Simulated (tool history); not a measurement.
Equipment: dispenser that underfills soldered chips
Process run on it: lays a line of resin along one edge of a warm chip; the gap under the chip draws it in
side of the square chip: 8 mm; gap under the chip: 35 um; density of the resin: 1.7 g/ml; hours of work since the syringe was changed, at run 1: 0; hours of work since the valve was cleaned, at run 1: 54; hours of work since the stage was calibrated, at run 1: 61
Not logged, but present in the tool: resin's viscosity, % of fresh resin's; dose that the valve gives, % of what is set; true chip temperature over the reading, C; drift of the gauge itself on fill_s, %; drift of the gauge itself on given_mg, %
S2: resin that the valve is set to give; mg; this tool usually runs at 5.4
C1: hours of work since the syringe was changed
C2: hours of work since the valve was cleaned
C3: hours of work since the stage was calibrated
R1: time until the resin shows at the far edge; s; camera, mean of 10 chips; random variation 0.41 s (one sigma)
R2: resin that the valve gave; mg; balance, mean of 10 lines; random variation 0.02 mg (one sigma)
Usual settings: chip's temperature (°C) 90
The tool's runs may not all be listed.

Run 1, hour 0: usual settings; C1 0; C2 54; C3 61. Result: R1 30.1 s, R2 5.3 mg.
Run 2, hour 3.2: usual settings but S2 6.39 mg; C1 3; C2 56; C3 63. Result: R1 35.2 s, R2 6.25 mg.
Run 3, hour 7.3: usual settings but S2 6.39 mg; C1 6; C2 59; C3 66. Result: R1 44.5 s, R2 6.26 mg.
At hour 12.1: new syringe of resin.
Run 4, hour 12.1: usual settings but S2 6.39 mg; C1 0; C2 62; C3 70. Result: R1 28.4 s, R2 6.24 mg.
Run 5, hour 14.4: usual settings but S2 6.39 mg; C1 2; C2 64; C3 71. Result: R1 33.1 s, R2 6.24 mg.
Run 6, hour 17.3: usual settings; C1 4; C2 66; C3 73. Result: R1 41 s, R2 5.27 mg.
Run 7, hour 20.6: usual settings; C1 6; C2 69; C3 76. Result: R1 49.2 s, R2 5.29 mg.
Run 8, hour 22.9: usual settings; C1 8; C2 70; C3 78. Result: R1 56.5 s, R2 5.26 mg.
At hour 24.6: new syringe of resin.
Run 9, hour 26.8: usual settings; C1 2; C2 73; C3 80. Result: R1 33.2 s, R2 5.28 mg.
Run 10, hour 29.3: usual settings; C1 3; C2 75; C3 82. Result: R1 39.1 s, R2 5.25 mg.
Run 11, hour 33.4: usual settings but chip's temperature (°C) 102, S2 4.66 mg; C1 7; C2 78; C3 85. Result: R1 32.6 s, R2 4.54 mg.
Run 12, hour 36.2: usual settings but chip's temperature (°C) 102, S2 4.66 mg; C1 9; C2 80; C3 87. Result: R1 39.9 s, R2 4.54 mg.
At hour 37: new syringe of resin.
Run 13, hour 39.3: usual settings but chip's temperature (°C) 79, S2 5.27 mg; C1 2; C2 82; C3 89. Result: R1 51.6 s, R2 5.08 mg.
Run 14, hour 41.9: usual settings but chip's temperature (°C) 80, S2 5.67 mg; C1 4; C2 84; C3 91. Result: R1 57.8 s, R2 5.49 mg.
Run 15, hour 46.8: usual settings but chip's temperature (°C) 79, S2 5.29 mg; C1 7; C2 87; C3 95. Result: R1 81.6 s, R2 5.15 mg.
Run 16, hour 49: usual settings but chip's temperature (°C) 91, S2 5.08 mg; C1 9; C2 89; C3 96. Result: R1 57.9 s, R2 4.91 mg.
At hour 49.7: new syringe of resin.
Run 17, hour 53.2: usual settings but chip's temperature (°C) 91, S2 5.08 mg; C1 3; C2 92; C3 99. Result: R1 34 s, R2 4.95 mg.
Run 18, hour 56.2: usual settings but chip's temperature (°C) 100; C1 5; C2 94; C3 101. Result: R1 29.3 s, R2 5.24 mg.

Alternative continuations, all from the tool just after run 18; predict every row:
Run A, hour 59.1: usual settings but chip's temperature (°C) 83, S2 4.7 mg; C1 7; C2 96; C3 104. Result: R1 ?, R2 ?.
Run B, hour 59.1: usual settings but chip's temperature (°C) 93, S2 6.47 mg; C1 7; C2 96; C3 104. Result: R1 ?, R2 ?.
Run C, hour 59.1: usual settings but chip's temperature (°C) 100, S2 6.94 mg; C1 7; C2 96; C3 104. Result: R1 ?, R2 ?.
Run D, hour 59.1: usual settings but S2 6.58 mg; C1 7; C2 96; C3 104. Result: R1 ?, R2 ?.
Run E, hour 59.1: usual settings but chip's temperature (°C) 99, S2 4.64 mg; C1 7; C2 96; C3 104. Result: R1 ?, R2 ?.

run    R1    R2
  A  70.8   4.5
  B  44.4  6.25
  C  34.6   6.7
  D  50.3  6.35
  E  38.4   4.5
With no hidden state in the tool, these same runs would have given:
run    R1    R2
  A    39  4.66
  B  24.8  6.46
  C  19.5  6.93
  D    28  6.57
  E    21  4.66
